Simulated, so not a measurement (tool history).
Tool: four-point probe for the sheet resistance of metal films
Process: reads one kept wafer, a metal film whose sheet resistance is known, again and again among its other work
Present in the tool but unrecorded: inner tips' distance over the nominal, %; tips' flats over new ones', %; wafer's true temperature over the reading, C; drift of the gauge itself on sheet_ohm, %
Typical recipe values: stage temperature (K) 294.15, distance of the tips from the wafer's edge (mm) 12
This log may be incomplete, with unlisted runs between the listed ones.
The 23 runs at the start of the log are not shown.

run	hour	stage temperature (K)	distance of the tips from the wafer's edge (mm)	touches since the probe head was changed	hours of work since the stage's thermometer was calibrated	sheet resistance as the instrument gives it (ohm/square)
24	630.9	298.15	7	58523	1030	0.079333
25	652.8	296.15	4	59270	1043	0.080142
26	683.1	296.15	4	60303	1060	0.080088
27	722.9	296.15	4	61658	1082	0.080097
28	752.4	293.15	4	62663	1099	0.080209
29	779.3	308.15	9	63576	1114	0.078853
30	816.6	305.15	6	64848	1135	0.079204
31	841.4	294.15	12	65693	1149	0.079206
32	868.5	292.15	5	66614	1164	0.079855
33	904.5	293.15	26	67840	1185	0.079142
34	944.4	297.15	10	69200	1207	0.07911
35	969.1	297.15	10	70040	1221	0.079096
36	992.1	297.15	49	70824	1234	0.078951
37	1027	297.15	49	72011	1254	0.078984
38	1045.5	297.15	49	72641	1264	0.078936
39	1064	296.15	51	73270	1275	0.078959
40	1094.5	296.15	51	74309	1292	0.078934
41	1117	296.15	52	75077	1305	0.078945
42	1155.3	296.15	52	76380	1326	0.078971
43	1187.2	292.15	36	77467	1344	0.079113
44	1215.2	303.15	3	78419	1360	0.080562
45	1250	303.15	3	79603	1380	0.080546

What if the next run were any one of these 4? Each begins from the tool's condition after run 45:
A	1280.2	306.15	12	80632	1397	?
B	1280.2	292.15	9	80632	1397	?
C	1280.2	295.15	39	80632	1397	?
D	1280.2	296.15	10	80632	1397	?

run	sheet resistance as the instrument gives it (ohm/square)
A	0.078668
B	0.079277
C	0.078947
D	0.079102
Without the tool's unlogged condition, the same runs would have read:
run	sheet resistance as the instrument gives it (ohm/square)
A	0.079254
B	0.079865
C	0.079533
D	0.079689
